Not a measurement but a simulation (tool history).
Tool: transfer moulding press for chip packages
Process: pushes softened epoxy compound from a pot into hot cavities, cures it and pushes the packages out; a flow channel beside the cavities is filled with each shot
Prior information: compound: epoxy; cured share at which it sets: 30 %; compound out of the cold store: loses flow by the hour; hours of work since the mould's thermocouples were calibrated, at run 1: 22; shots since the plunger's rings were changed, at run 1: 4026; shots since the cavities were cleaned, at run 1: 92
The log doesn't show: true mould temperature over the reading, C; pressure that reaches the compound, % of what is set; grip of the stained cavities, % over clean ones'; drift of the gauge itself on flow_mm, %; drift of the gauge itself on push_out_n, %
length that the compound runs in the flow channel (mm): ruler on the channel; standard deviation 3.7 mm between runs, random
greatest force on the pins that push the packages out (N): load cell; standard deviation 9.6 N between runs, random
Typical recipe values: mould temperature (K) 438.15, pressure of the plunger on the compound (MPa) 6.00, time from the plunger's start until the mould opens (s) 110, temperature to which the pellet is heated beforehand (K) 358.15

run   hour  mould temperature (K)  pressure of the plunger on the compound (MPa)  time from the plunger's start until the mould opens (s)  temperature to which the pellet is heated beforehand (K)  hours of work since the mould's thermocouples were calibrated  shots since the plunger's rings were changed  shots since the cavities were cleaned  incoming compound's hours out of the cold store  length that the compound runs in the flow channel (mm)  greatest force on the pins that push the packages out (N)
  1    0.0                 438.15                                           6.00                                                      110                                                    358.15                                                             22                                          4026                                     92                                             15.9                                                     794                                                        519
  2   17.0                 438.15                                           6.00                                                      110                                                    358.15                                                             30                                          4149                                    215                                             14.0                                                     800                                                        558
  3   40.0                 438.15                                           6.00                                                      110                                                    350.15                                                             40                                          4315                                    381                                             29.2                                                     755                                                        607
      62.5  -- cavities cleaned with cleaning compound and waxed
  4   68.2                 438.15                                           6.00                                                      110                                                    350.15                                                             52                                          4507                                     41                                             17.7                                                     788                                                        486
  5   96.4                 438.15                                           6.00                                                      110                                                    353.15                                                             64                                          4710                                    244                                             40.7                                                     715                                                        558
  6  116.9                 438.15                                           6.00                                                      110                                                    353.15                                                             73                                          4858                                    392                                             18.5                                                     774                                                        651
  7  131.6                 438.15                                           6.00                                                      110                                                    353.15                                                             79                                          4964                                    498                                             20.9                                                     766                                                        651
     138.3  -- cavities cleaned with cleaning compound and waxed
  8  158.9                 438.15                                           6.00                                                      110                                                    353.15                                                             90                                          5150                                    148                                             39.3                                                     710                                                        530
     171.8  -- plunger's sealing rings changed
  9  186.3                 438.15                                           6.00                                                      110                                                    353.15                                                            101                                           104                                    327                                             46.5                                                     756                                                        615
 10  210.7                 438.15                                           6.00                                                      110                                                    353.15                                                            112                                           280                                    503                                             39.9                                                     773                                                        629
     215.7  -- cavities cleaned with cleaning compound and waxed
 11  234.1                 435.15                                           6.00                                                      110                                                    358.15                                                            121                                           438                                    133                                             27.0                                                     826                                                        559
 12  255.7                 438.15                                           6.00                                                      117                                                    358.15                                                            131                                           594                                    289                                             12.1                                                     862                                                        574
 13  277.7                 438.15                                           6.00                                                      117                                                    358.15                                                            140                                           753                                    448                                              9.2                                                     868                                                        609
     290.3  -- cavities cleaned with cleaning compound and waxed
 14  296.3                 438.15                                           6.00                                                      110                                                    358.15                                                            148                                           876                                     43                                             25.9                                                     809                                                        479
 15  317.7                 438.15                                           6.00                                                      110                                                    358.15                                                            157                                          1030                                    197                                             43.7                                                     762                                                        537
 16  331.2                 438.15                                           4.77                                                      110                                                    349.15                                                            163                                          1127                                    294                                             32.0                                                     702                                                        604
 17  344.3                 440.15                                           6.00                                                      110                                                    349.15                                                            169                                          1222                                    389                                             17.5                                                     834                                                        598
 18  360.6                 438.15                                           6.99                                                      110                                                    358.15                                                            176                                          1340                                    507                                             19.1                                                     892                                                        659
     366.1  -- cavities cleaned with cleaning compound and waxed
 19  377.9                 440.15                                           5.53                                                      110                                                    356.15                                                            183                                          1453                                     85                                             46.4                                                     713                                                        486
 20  391.4                 440.15                                           5.53                                                      110                                                    356.15                                                            189                                          1550                                    182                                             26.4                                                     765                                                        519
 21  404.7                 440.15                                           5.53                                                      110                                                    356.15                                                            194                                          1646                                    278                                             32.5                                                     752                                                        551
 22  427.4                 438.15                                           6.27                                                      110                                                    358.15                                                            204                                          1810                                    442                                             26.1                                                     815                                                        638
     441.1  -- cavities cleaned with cleaning compound and waxed
 23  454.4                 438.15                                           6.27                                                      110                                                    358.15                                                            215                                          1993                                     95                                             31.9                                                     795                                                        537
 24  466.8                 433.15                                           6.53                                                      110                                                    358.15                                                            221                                          2083                                    185                                             36.6                                                     802                                                        673
 25  480.7                 441.15                                           5.19                                                      110                                                    358.15                                                            227                                          2184                                    286                                             42.0                                                     696                                                        564
 26  492.6                 441.15                                           5.19                                                      110                                                    358.15                                                            232                                          2269                                    371                                             41.3                                                     689                                                        575
 27  505.4                 441.15                                           5.92                                                      110                                                    358.15                                                            238                                          2361                                    463                                             16.3                                                     805                                                        638

For each entry between runs, how does the tool's hidden state at the last listed run before it compare with that at the first listed run after it?
In the gap between runs 3 and 4: cavities cleaned with cleaning compound and waxed (hour 62.5)
  true mould temperature over the reading, C: -0.12 -> -0.14; pressure that reaches the compound, % of what is set: 85.26 -> 84.6; grip of the stained cavities, % over clean ones': 40.9 -> 9.9
  difference, measured minus the result without the unlogged condition, length that the compound runs in the flow channel (mm): -62 -> -68; greatest force on the pins that push the packages out (N): +177 -> +45
In the gap between runs 7 and 8: cavities cleaned with cleaning compound and waxed (hour 138.3)
  true mould temperature over the reading, C: -0.19 -> -0.21; pressure that reaches the compound, % of what is set: 82.93 -> 82.3; grip of the stained cavities, % over clean ones': 47.6 -> 23
  difference, measured minus the result without the unlogged condition, length that the compound runs in the flow channel (mm): -75 -> -72; greatest force on the pins that push the packages out (N): +211 -> +100
In the gap between runs 8 and 9: plunger's sealing rings changed (hour 171.8)
  true mould temperature over the reading, C: -0.21 -> -0.23; pressure that reaches the compound, % of what is set: 82.3 -> 99.46; grip of the stained cavities, % over clean ones': 23 -> 38.6
  difference, measured minus the result without the unlogged condition, length that the compound runs in the flow channel (mm): -72 -> -2; greatest force on the pins that push the packages out (N): +100 -> +173
In the gap between runs 10 and 11: cavities cleaned with cleaning compound and waxed (hour 215.7)
  true mould temperature over the reading, C: -0.24 -> -0.26; pressure that reaches the compound, % of what is set: 98.76 -> 98.23; grip of the stained cavities, % over clean ones': 47.6 -> 20.9
  difference, measured minus the result without the unlogged condition, length that the compound runs in the flow channel (mm): -4 -> -7; greatest force on the pins that push the packages out (N): +208 -> +100
In the gap between runs 13 and 14: cavities cleaned with cleaning compound and waxed (hour 290.3)
  true mould temperature over the reading, C: -0.29 -> -0.3; pressure that reaches the compound, % of what is set: 97.06 -> 96.66; grip of the stained cavities, % over clean ones': 44.6 -> 7.8
  difference, measured minus the result without the unlogged condition, length that the compound runs in the flow channel (mm): -12 -> -13; greatest force on the pins that push the packages out (N): +189 -> +38
In the gap between runs 18 and 19: cavities cleaned with cleaning compound and waxed (hour 366.1)
  true mould temperature over the reading, C: -0.35 -> -0.36; pressure that reaches the compound, % of what is set: 95.04 -> 94.69; grip of the stained cavities, % over clean ones': 46.6 -> 13.7
  difference, measured minus the result without the unlogged condition, length that the compound runs in the flow channel (mm): -22 -> -19; greatest force on the pins that push the packages out (N): +212 -> +61
In the gap between runs 22 and 23: cavities cleaned with cleaning compound and waxed (hour 441.1)
  true mould temperature over the reading, C: -0.39 -> -0.41; pressure that reaches the compound, % of what is set: 93.45 -> 92.84; grip of the stained cavities, % over clean ones': 44.2 -> 16.7
  difference, measured minus the result without the unlogged condition, length that the compound runs in the flow channel (mm): -27 -> -30; greatest force on the pins that push the packages out (N): +199 -> +81
